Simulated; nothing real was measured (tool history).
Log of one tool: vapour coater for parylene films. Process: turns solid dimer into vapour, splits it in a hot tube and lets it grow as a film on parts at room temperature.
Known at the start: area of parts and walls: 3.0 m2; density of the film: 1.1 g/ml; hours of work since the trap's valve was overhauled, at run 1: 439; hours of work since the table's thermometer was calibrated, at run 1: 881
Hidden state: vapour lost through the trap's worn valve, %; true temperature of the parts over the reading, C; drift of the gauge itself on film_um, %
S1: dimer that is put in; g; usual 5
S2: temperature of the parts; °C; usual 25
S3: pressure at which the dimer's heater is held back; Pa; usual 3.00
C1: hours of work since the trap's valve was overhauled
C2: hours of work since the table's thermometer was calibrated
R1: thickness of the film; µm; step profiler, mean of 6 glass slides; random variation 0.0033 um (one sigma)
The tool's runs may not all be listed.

run 1 hour=0.0 | S1=5 S2=25 S3=3.00 | C1=439 C2=881 | R1=0.997
run 2 hour=67.2 | S1=5 S2=25 S3=2.36 | C1=472 C2=914 | R1=1.020
run 3 hour=123.2 | S1=5 S2=25 S3=2.36 | C1=499 C2=941 | R1=1.021
run 4 hour=173.4 | S1=5 S2=25 S3=2.36 | C1=523 C2=966 | R1=1.021
run 5 hour=215.5 | S1=5 S2=25 S3=2.26 | C1=544 C2=986 | R1=1.021
run 6 hour=259.8 | S1=5 S2=25 S3=2.26 | C1=566 C2=1008 | R1=1.032
run 7 hour=326.2 | S1=5 S2=25 S3=2.26 | C1=598 C2=1040 | R1=1.026
run 8 hour=386.5 | S1=5 S2=25 S3=2.21 | C1=627 C2=1070 | R1=1.031
run 9 hour=424.2 | S1=5 S2=25 S3=2.21 | C1=646 C2=1088 | R1=1.031
-- hour=454.2 trap's valve overhauled
run 10 hour=505.4 | S1=5 S2=25 S3=3.00 | C1=25 C2=1126 | R1=0.988
run 11 hour=587.5 | S1=5 S2=25 S3=2.81 | C1=65 C2=1166 | R1=1.003
run 12 hour=665.3 | S1=5 S2=25 S3=3.40 | C1=103 C2=1204 | R1=0.975
run 13 hour=735.4 | S1=2 S2=25 S3=3.00 | C1=137 C2=1238 | R1=0.400
run 14 hour=814.4 | S1=5 S2=25 S3=3.00 | C1=176 C2=1276 | R1=0.993
run 15 hour=889.1 | S1=5 S2=25 S3=3.00 | C1=212 C2=1313 | R1=0.994
run 16 hour=926.1 | S1=5 S2=25 S3=3.00 | C1=230 C2=1331 | R1=0.995
run 17 hour=979.1 | S1=5 S2=25 S3=8.42 | C1=256 C2=1357 | R1=0.872
run 18 hour=1027.3 | S1=5 S2=34 S3=3.00 | C1=280 C2=1380 | R1=0.817
run 19 hour=1088.4 | S1=7 S2=25 S3=3.00 | C1=309 C2=1410 | R1=1.392
run 20 hour=1137.4 | S1=7 S2=25 S3=3.00 | C1=333 C2=1434 | R1=1.393
run 21 hour=1218.1 | S1=5 S2=29 S3=3.00 | C1=373 C2=1473 | R1=0.909
run 22 hour=1273.0 | S1=5 S2=29 S3=3.00 | C1=399 C2=1500 | R1=0.909
run 23 hour=1323.3 | S1=5 S2=18 S3=3.00 | C1=424 C2=1524 | R1=1.161
run 24 hour=1408.6 | S1=5 S2=18 S3=3.00 | C1=466 C2=1566 | R1=1.153
run 25 hour=1449.5 | S1=7 S2=25 S3=2.48 | C1=486 C2=1586 | R1=1.419
run 26 hour=1507.3 | S1=7 S2=25 S3=2.48 | C1=514 C2=1614 | R1=1.427
run 27 hour=1590.4 | S1=7 S2=25 S3=2.48 | C1=554 C2=1655 | R1=1.424
run 28 hour=1667.3 | S1=4 S2=21 S3=2.92 | C1=592 C2=1692 | R1=0.868
run 29 hour=1721.6 | S1=6 S2=22 S3=3.00 | C1=618 C2=1719 | R1=1.271
run 30 hour=1764.6 | S1=3 S2=22 S3=6.79 | C1=639 C2=1740 | R1=0.572
-- hour=1807.1 trap's valve overhauled
run 31 hour=1835.4 | S1=6 S2=30 S3=4.29 | C1=14 C2=1772 | R1=1.024
run 32 hour=1912.9 | S1=3 S2=30 S3=3.39 | C1=52 C2=1810 | R1=0.527
run 33 hour=1962.2 | S1=7 S2=35 S3=10.41 | C1=76 C2=1834 | R1=0.952
run 34 hour=2023.5 | S1=5 S2=25 S3=2.29 | C1=106 C2=1864 | R1=1.029
run 35 hour=2096.4 | S1=6 S2=32 S3=4.85 | C1=141 C2=1900 | R1=0.962
run 36 hour=2169.9 | S1=7 S2=23 S3=8.52 | C1=177 C2=1935 | R1=1.281
run 37 hour=2205.1 | S1=5 S2=23 S3=3.00 | C1=194 C2=1953 | R1=1.038
run 38 hour=2250.4 | S1=4 S2=20 S3=4.13 | C1=216 C2=1975 | R1=0.852
run 39 hour=2328.9 | S1=7 S2=26 S3=3.53 | C1=255 C2=2013 | R1=1.333
run 40 hour=2390.9 | S1=6 S2=22 S3=11.54 | C1=285 C2=2043 | R1=1.074
run 41 hour=2468.8 | S1=6 S2=22 S3=11.54 | C1=323 C2=2081 | R1=1.082
run 42 hour=2503.5 | S1=5 S2=23 S3=2.83 | C1=340 C2=2098 | R1=1.037
run 43 hour=2576.2 | S1=6 S2=20 S3=2.83 | C1=375 C2=2134 | R1=1.334
run 44 hour=2626.9 | S1=4 S2=25 S3=4.89 | C1=400 C2=2158 | R1=0.746
run 45 hour=2707.5 | S1=5 S2=25 S3=3.35 | C1=439 C2=2198 | R1=0.983
-- hour=2739.9 table's thermometer calibrated
run 46 hour=2758.8 | S1=4 S2=25 S3=3.35 | C1=464 C2=9 | R1=0.787

How the hidden state differs across the entries between the runs, from the last listed run before each to the first after it:
Between runs 9 and 10: trap's valve overhauled (hour 454.2)
  vapour lost through the trap's worn valve, %: 0.2 -> 0
Between runs 30 and 31: trap's valve overhauled (hour 1807.1)
  vapour lost through the trap's worn valve, %: 0.1 -> 0
Between runs 45 and 46: table's thermometer calibrated (hour 2739.9)
  true temperature of the parts over the reading, C: 0.04 -> 0
